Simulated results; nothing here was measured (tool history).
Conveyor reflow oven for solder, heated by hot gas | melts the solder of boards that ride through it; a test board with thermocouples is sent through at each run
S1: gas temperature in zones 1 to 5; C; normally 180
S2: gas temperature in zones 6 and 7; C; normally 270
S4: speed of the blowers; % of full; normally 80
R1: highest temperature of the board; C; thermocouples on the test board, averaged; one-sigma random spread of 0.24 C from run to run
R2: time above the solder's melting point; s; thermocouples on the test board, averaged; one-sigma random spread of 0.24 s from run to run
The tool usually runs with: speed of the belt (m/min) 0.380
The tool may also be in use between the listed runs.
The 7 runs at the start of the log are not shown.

Run 8, day 9.525: usual settings but S4 54 % of full. Result: R1 253.4 C, R2 86.7 s.
Run 9, day 11.079: usual settings but S2 275 C. Result: R1 263.8 C, R2 97.4 s.
Run 10, day 12.071: usual settings but S2 275 C. Result: R1 263.7 C, R2 97.2 s.
Run 11, day 13.117: usual settings but S2 275 C. Result: R1 263.7 C, R2 97.1 s.
Run 12, day 14.992: usual settings but S2 275 C. Result: R1 263.4 C, R2 97.3 s.
Run 13, day 16.158: usual settings but S2 275 C. Result: R1 264.1 C, R2 97.3 s.
Run 14, day 17.462: usual settings but S2 275 C. Result: R1 263.6 C, R2 97.0 s.
Run 15, day 18.458: usual settings. Result: R1 259.5 C, R2 93.8 s.
Run 16, day 20.088: usual settings. Result: R1 259.4 C, R2 93.7 s.
Run 17, day 21.842: usual settings but S1 170 C, S2 260 C, speed of the belt (m/min) 0.355. Result: R1 250.7 C, R2 87.6 s.
At day 22.933: flux residue cleaned out of gas plates and filters.
Run 18, day 22.933: usual settings but S1 170 C, S2 266 C, speed of the belt (m/min) 0.306. Result: R1 259.8 C, R2 114.9 s.
Run 19, day 24.446: usual settings but S1 170 C, S2 266 C, speed of the belt (m/min) 0.306. Result: R1 259.9 C, R2 115.4 s.
Run 20, day 25.779: usual settings but S4 58 % of full. Result: R1 254.9 C, R2 88.8 s.
Run 21, day 27.221: usual settings but S2 265 C, speed of the belt (m/min) 0.395, S4 76 % of full. Result: R1 254.0 C, R2 85.8 s.
Run 22, day 28.750: usual settings but speed of the belt (m/min) 0.459. Result: R1 254.7 C, R2 73.1 s.
Run 23, day 29.942: usual settings but speed of the belt (m/min) 0.354, S4 71 % of full. Result: R1 260.0 C, R2 101.9 s.
Run 24, day 31.438: usual settings but speed of the belt (m/min) 0.354, S4 71 % of full. Result: R1 260.3 C, R2 102.0 s.
Run 25, day 33.129: usual settings but speed of the belt (m/min) 0.354, S4 71 % of full. Result: R1 259.9 C, R2 101.9 s.
Run 26, day 34.983: usual settings but S1 172 C, speed of the belt (m/min) 0.332, S4 71 % of full. Result: R1 260.1 C, R2 105.3 s.
Run 27, day 36.104: usual settings but S1 172 C, speed of the belt (m/min) 0.332, S4 71 % of full. Result: R1 260.1 C, R2 105.5 s.
Run 28, day 37.371: usual settings but S1 188 C, S4 86 % of full. Result: R1 261.6 C, R2 101.1 s.
Run 29, day 38.183: usual settings but S1 172 C, S2 264 C. Result: R1 253.5 C, R2 84.8 s.
At day 38.729: flux residue cleaned out of gas plates and filters.
Run 30, day 39.712: usual settings but S1 172 C, S2 264 C. Result: R1 253.5 C, R2 86.1 s.
Run 31, day 41.308: usual settings but S1 172 C, S2 264 C. Result: R1 254.2 C, R2 86.4 s.
Run 32, day 42.592: usual settings but S1 172 C, S2 264 C, speed of the belt (m/min) 0.341, S4 76 % of full. Result: R1 256.4 C, R2 99.0 s.

What if the next run were any one of these 3? Each begins from the tool's condition after run 32:
Run A, day 43.717: usual settings but S1 167 C, S2 264 C, speed of the belt (m/min) 0.341, S4 76 % of full. Result: R1 ?, R2 ?.
Run B, day 43.717: usual settings but S1 191 C, speed of the belt (m/min) 0.336, S4 65 % of full. Result: R1 ?, R2 ?.
Run C, day 43.717: usual settings but S2 273 C, speed of the belt (m/min) 0.359, S4 62 % of full. Result: R1 ?, R2 ?.

run     R1     R2
  A  255.6   96.2
  B  262.6  116.3
  C  261.2  101.3
The same runs, with their run-to-run variation unchanged, on a tool lacking any hidden condition would have given:
run     R1     R2
  A  254.1   94.0
  B  261.0  114.2
  C  259.7   99.1
